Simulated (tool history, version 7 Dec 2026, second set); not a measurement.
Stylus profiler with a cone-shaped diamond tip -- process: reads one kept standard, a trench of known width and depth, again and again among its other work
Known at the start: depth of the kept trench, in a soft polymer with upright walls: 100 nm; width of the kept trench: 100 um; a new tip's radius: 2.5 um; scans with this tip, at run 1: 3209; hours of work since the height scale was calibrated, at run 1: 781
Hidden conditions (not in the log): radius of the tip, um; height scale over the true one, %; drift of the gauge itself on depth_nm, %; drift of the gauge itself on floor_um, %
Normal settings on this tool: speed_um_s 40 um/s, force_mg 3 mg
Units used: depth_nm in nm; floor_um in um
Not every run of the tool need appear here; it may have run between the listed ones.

run	hour	speed_um_s	force_mg	scans with this tip	hours of work since the height scale was calibrated	depth_nm	floor_um
1	0	40	3	3209	781	100.41	98.29
2	31.1	40	3	3284	799	100.3	98.26
3	61.9	40	1.14	3358	817	99.97	98.24
4	85.5	40	1.14	3415	831	100	98.23
5	116.1	40	1.14	3488	849	99.99	98.16
6	147	40	1.14	3563	867	99.91	98.21
7	177.2	40	1.14	3635	885	99.89	98.17
8	207.5	50	3	3708	903	100.24	98.27
9	238.5	50	3	3783	921	100.24	98.24
10	253.1	50	7.78	3818	929	100.91	98.3
11	278.7	85	3	3880	944	100.21	98.09
12	298.1	85	3	3926	956	100.23	98.07
13	331.1	85	3	4006	975	100.29	98.07
14	359.2	85	3	4073	992	100.3	98.07
15	374	88	3	4109	1000	100.32	98.08
16	399.4	40	3	4170	1015	100.24	98.29
# hour 402.5: height scale calibrated on a step standard
17	431.5	40	3	4246	17	100.09	98.26
18	456.4	26	4.47	4306	32	100.34	98.27
19	476.1	26	4.47	4353	43	100.29	98.36
20	493.4	19	8.53	4395	53	100.79	98.36
21	518.8	19	8.53	4456	68	100.81	98.32
22	544.7	16	2.64	4518	83	100.04	98.33
# hour 570.3: height scale calibrated on a step standard, once more
23	579.3	90	2.3	4600	5	100.6	97.99
24	596	90	2.3	4640	15	100.7	98.01
25	610.7	28	1.82	4676	24	100.51	98.26
26	639.5	143	1.09	4745	41	100.23	97.51
27	657.9	74	2.04	4789	51	100.51	98
28	684.9	74	2.04	4854	67	100.52	98.02
29	715.8	40	2.95	4928	85	100.78	98.19
30	731	40	2.95	4965	94	100.63	98.19
31	755.2	26	6.93	5023	108	101.19	98.29
32	787.9	26	6.93	5102	127	101.24	98.35
33	816.8	26	6.93	5171	144	101.28	98.25

Entry by entry between the runs, the difference in hidden state between the last listed run before and the first listed run after:
Run 16 -> run 17: height scale calibrated on a step standard (hour 402.5)
  radius of the tip, um: 3.27 -> 3.28; height scale over the true one, %: -0.528 -> -0.653
  what was measured, less what the result would be without the hidden state, depth_nm: -0.54 -> -0.66 nm; floor_um: -0.2 -> -0.2 um
Run 22 -> run 23: height scale calibrated on a step standard, once more (hour 570.3)
  radius of the tip, um: 3.33 -> 3.34; height scale over the true one, %: -0.686 -> -0.014
  what was measured, less what the result would be without the hidden state, depth_nm: -0.69 -> -0.01 nm; floor_um: -0.22 -> -0.22 um
